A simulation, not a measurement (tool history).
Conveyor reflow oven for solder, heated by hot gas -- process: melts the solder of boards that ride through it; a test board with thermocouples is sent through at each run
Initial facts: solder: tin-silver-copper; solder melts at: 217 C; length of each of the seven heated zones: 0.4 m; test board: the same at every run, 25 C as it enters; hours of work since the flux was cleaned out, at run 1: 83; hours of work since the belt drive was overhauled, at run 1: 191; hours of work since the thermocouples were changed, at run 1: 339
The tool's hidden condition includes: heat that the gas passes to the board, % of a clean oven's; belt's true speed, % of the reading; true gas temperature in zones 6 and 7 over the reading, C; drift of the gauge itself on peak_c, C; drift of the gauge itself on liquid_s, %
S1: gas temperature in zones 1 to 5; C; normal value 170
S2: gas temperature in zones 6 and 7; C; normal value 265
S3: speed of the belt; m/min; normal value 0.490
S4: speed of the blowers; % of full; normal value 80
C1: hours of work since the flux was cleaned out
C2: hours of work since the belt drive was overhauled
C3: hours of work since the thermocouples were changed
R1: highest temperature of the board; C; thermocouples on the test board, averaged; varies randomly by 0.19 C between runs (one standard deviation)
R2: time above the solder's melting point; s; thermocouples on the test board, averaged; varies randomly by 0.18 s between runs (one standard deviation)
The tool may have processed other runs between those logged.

run 1 hour=0.0 | S1=170 S2=265 S3=0.490 S4=80 | C1=83 C2=191 C3=339 | R1=252.0 R2=73.3
run 2 hour=39.3 | S1=170 S2=265 S3=0.490 S4=80 | C1=112 C2=220 C3=368 | R1=252.2 R2=73.0
run 3 hour=75.8 | S1=170 S2=265 S3=0.490 S4=80 | C1=139 C2=246 C3=395 | R1=251.4 R2=73.1
run 4 hour=104.3 | S1=170 S2=265 S3=0.490 S4=80 | C1=160 C2=268 C3=416 | R1=251.7 R2=73.1
run 5 hour=153.5 | S1=170 S2=265 S3=0.490 S4=80 | C1=196 C2=304 C3=452 | R1=251.7 R2=72.8
-- hour=185.0 flux residue cleaned out of gas plates and filters
run 6 hour=204.4 | S1=170 S2=265 S3=0.490 S4=80 | C1=14 C2=338 C3=486 | R1=252.1 R2=73.9
run 7 hour=246.6 | S1=170 S2=265 S3=0.490 S4=80 | C1=45 C2=369 C3=517 | R1=251.8 R2=73.6
run 8 hour=290.0 | S1=170 S2=258 S3=0.490 S4=80 | C1=78 C2=401 C3=549 | R1=245.4 R2=67.4
run 9 hour=330.9 | S1=170 S2=271 S3=0.455 S4=80 | C1=108 C2=431 C3=580 | R1=258.9 R2=85.7
run 10 hour=357.3 | S1=169 S2=256 S3=0.437 S4=66 | C1=127 C2=451 C3=599 | R1=244.3 R2=74.8
run 11 hour=399.0 | S1=169 S2=256 S3=0.437 S4=66 | C1=158 C2=481 C3=630 | R1=244.4 R2=74.9
run 12 hour=432.5 | S1=169 S2=256 S3=0.506 S4=66 | C1=183 C2=506 C3=655 | R1=240.9 R2=57.7
-- hour=484.1 flux residue cleaned out of gas plates and filters
run 13 hour=485.7 | S1=169 S2=256 S3=0.506 S4=66 | C1=1 C2=542 C3=690 | R1=241.5 R2=59.1
run 14 hour=515.0 | S1=159 S2=256 S3=0.506 S4=67 | C1=23 C2=563 C3=712 | R1=239.6 R2=53.0
run 15 hour=549.6 | S1=170 S2=265 S3=0.436 S4=80 | C1=48 C2=589 C3=737 | R1=254.6 R2=86.8

What if the next run were any one of these 5? Each begins from the tool's condition after run 15:
run A hour=570.5 | S1=170 S2=265 S3=0.421 S4=80 | C1=64 C2=604 C3=753 | R1=? R2=?
run B hour=570.5 | S1=172 S2=265 S3=0.432 S4=77 | C1=64 C2=604 C3=753 | R1=? R2=?
run C hour=570.5 | S1=179 S2=265 S3=0.490 S4=53 | C1=64 C2=604 C3=753 | R1=? R2=?
run D hour=570.5 | S1=176 S2=276 S3=0.436 S4=66 | C1=64 C2=604 C3=753 | R1=? R2=?
run E hour=570.5 | S1=170 S2=260 S3=0.490 S4=80 | C1=64 C2=604 C3=753 | R1=? R2=?

run=A R1=255.5 R2=90.7
run=B R1=254.8 R2=88.3
run=C R1=249.8 R2=74.4
run=D R1=264.2 R2=95.8
run=E R1=247.1 R2=69.9
With no hidden state in the tool, these same runs would have given:
run=A R1=257.1 R2=91.3
run=B R1=256.4 R2=88.9
run=C R1=251.3 R2=75.1
run=D R1=265.7 R2=96.0
run=E R1=248.7 R2=70.8

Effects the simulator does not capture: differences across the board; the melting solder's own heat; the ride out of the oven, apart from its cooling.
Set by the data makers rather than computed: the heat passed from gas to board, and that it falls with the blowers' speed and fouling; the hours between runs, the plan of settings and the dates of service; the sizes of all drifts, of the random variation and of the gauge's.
